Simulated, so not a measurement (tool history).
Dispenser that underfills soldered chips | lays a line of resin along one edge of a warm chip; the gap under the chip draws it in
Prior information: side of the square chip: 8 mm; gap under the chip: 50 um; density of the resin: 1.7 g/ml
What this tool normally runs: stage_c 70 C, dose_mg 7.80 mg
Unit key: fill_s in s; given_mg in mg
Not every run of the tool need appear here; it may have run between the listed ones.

run	hour	stage_c	dose_mg	fill_s	given_mg
1	0.0	70	7.80	72.4	7.63
# hour 4.1: new syringe of resin
2	5.9	70	9.19	53.4	9.10
3	10.7	70	9.19	65.7	9.06
# hour 17.2: new syringe of resin
4	19.8	70	9.19	54.9	9.08
5	27.4	70	7.80	77.9	7.60
# hour 30.0: new syringe of resin
6	31.7	70	7.80	53.7	7.62
7	40.0	70	7.80	76.4	7.57
# hour 43.4: new syringe of resin
8	45.2	70	7.80	55.0	7.61
9	53.8	70	7.80	77.1	7.65
# hour 56.4: new syringe of resin
10	61.3	70	7.80	62.3	7.55
11	67.0	70	7.80	79.3	7.46
# hour 69.3: new syringe of resin
12	71.1	70	7.80	55.9	7.46
13	76.0	70	7.80	68.0	7.39
# hour 82.2: new syringe of resin
14	82.2	70	7.75	52.2	7.32
15	87.9	70	7.75	64.8	7.31
16	91.6	70	7.75	76.3	7.27
# hour 95.1: new syringe of resin
17	95.8	55	7.80	114.3	7.49
18	100.4	55	7.80	137.1	7.42
# hour 108.0: new syringe of resin
19	109.2	62	8.53	81.0	8.00
20	117.4	61	6.67	127.4	6.19
# hour 120.8: new syringe of resin
21	125.3	83	6.92	35.4	6.53
# hour 133.7: new syringe of resin
22	133.7	81	7.87	30.4	7.33
23	140.5	81	7.87	40.9	7.24
# hour 146.5: new syringe of resin
24	149.9	73	8.55	50.7	7.96
25	158.3	56	7.49	179.8	6.91
# hour 159.5: new syringe of resin
26	164.9	56	7.49	141.1	6.94

Run 27 comes next. What will it give?
# hour 172.5: new syringe of resin
27	173.9	79	9.54	?	?

{"run 27": {"fill_s": 33.7, "given_mg": 8.72}}
With no hidden state in the tool, this same run would have given fill_s 30.5 s, given_mg 9.54 mg.

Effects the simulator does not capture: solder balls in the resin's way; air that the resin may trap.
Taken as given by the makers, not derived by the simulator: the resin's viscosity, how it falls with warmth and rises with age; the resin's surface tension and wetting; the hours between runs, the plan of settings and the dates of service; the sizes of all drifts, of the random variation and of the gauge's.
